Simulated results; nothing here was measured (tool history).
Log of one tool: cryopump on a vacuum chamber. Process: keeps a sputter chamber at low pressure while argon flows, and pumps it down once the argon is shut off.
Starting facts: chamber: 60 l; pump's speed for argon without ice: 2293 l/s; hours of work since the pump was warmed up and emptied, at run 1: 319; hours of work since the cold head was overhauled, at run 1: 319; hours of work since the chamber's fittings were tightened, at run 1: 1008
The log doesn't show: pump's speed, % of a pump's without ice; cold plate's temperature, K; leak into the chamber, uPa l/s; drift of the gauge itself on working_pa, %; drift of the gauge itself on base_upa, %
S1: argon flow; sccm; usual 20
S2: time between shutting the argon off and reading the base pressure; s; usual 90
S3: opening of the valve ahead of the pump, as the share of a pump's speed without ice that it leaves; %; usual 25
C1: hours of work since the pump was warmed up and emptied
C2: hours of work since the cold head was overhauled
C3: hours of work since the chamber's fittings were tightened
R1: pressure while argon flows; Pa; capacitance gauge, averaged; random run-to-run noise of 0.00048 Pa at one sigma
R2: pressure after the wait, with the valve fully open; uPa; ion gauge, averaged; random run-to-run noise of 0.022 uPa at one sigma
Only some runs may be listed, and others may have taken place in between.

run,hour,S1,S2,S3,C1,C2,C3,R1,R2
1,0.0,20,90,25,319,319,1008,0.0602,0.95
2,26.1,20,90,25,330,330,1019,0.0612,0.94
3,74.0,20,90,23,351,351,1040,0.0663,1.01
4,116.1,23,90,25,369,369,1058,0.0701,0.97
5,149.1,20,90,25,383,383,1073,0.0612,0.99
6,187.9,20,90,25,400,400,1089,0.0612,1.04
7,244.3,20,90,25,424,424,1114,0.0619,1.07
8,301.0,20,90,25,449,449,1138,0.0613,1.05
9,350.6,20,90,25,470,470,1160,0.0627,1.05
10,411.9,20,90,25,497,497,1186,0.0623,1.08
11,446.3,20,90,21,511,511,1201,0.0732,1.12
12,500.1,20,90,21,535,535,1224,0.0740,1.12
13,530.7,20,90,25,548,548,1237,0.0625,1.23
14,582.6,20,90,25,570,570,1260,0.0634,1.12
15,638.2,20,90,25,594,594,1284,0.0626,1.19
16,670.8,20,90,25,608,608,1298,0.0637,1.17
17,733.2,20,90,25,635,635,1325,0.0635,1.15
# hour 766.6: pump warmed up, emptied and cooled again
18,798.8,20,230,56,14,661,1351,0.0268,0.77
19,839.9,30,150,49,32,679,1369,0.0466,0.90
20,878.0,13,84,48,48,696,1385,0.0201,1.13
21,909.1,20,28,27,61,709,1398,0.0550,2.01
22,946.2,14,239,27,78,725,1415,0.0378,0.83
23,978.5,14,239,27,91,739,1428,0.0380,0.82
24,1038.6,14,239,27,117,765,1454,0.0392,0.81
25,1082.3,26,90,19,136,784,1473,0.1017,1.13
26,1132.6,26,32,24,158,806,1495,0.0799,1.89
27,1187.1,26,32,24,181,829,1518,0.0809,1.89
28,1213.4,26,32,24,193,840,1530,0.0820,1.79
29,1267.7,26,32,24,216,864,1553,0.0816,1.97
30,1318.8,26,32,24,238,886,1575,0.0817,1.97
31,1366.7,9,151,24,259,907,1596,0.0285,1.03
32,1428.7,9,151,24,286,933,1623,0.0283,1.08
33,1465.7,20,27,25,302,949,1639,0.0617,2.17
34,1492.2,20,216,20,313,961,1650,0.0755,0.95

Consider 4 possible next runs. They are alternatives, not a sequence: every one starts from the tool as it was left by run 34. What does each give?
A,1536.6,26,256,20,332,980,1669,?,?
B,1536.6,17,235,20,332,980,1669,?,?
C,1536.6,14,229,18,332,980,1669,?,?
D,1536.6,12,36,20,332,980,1669,?,?

run,R1,R2
A,0.0990,0.98
B,0.0647,0.99
C,0.0592,1.02
D,0.0447,1.92
Without the tool's hidden state the same runs would have given:
run,R1,R2
A,0.0959,0.27
B,0.0626,0.27
C,0.0576,0.31
D,0.0433,1.21

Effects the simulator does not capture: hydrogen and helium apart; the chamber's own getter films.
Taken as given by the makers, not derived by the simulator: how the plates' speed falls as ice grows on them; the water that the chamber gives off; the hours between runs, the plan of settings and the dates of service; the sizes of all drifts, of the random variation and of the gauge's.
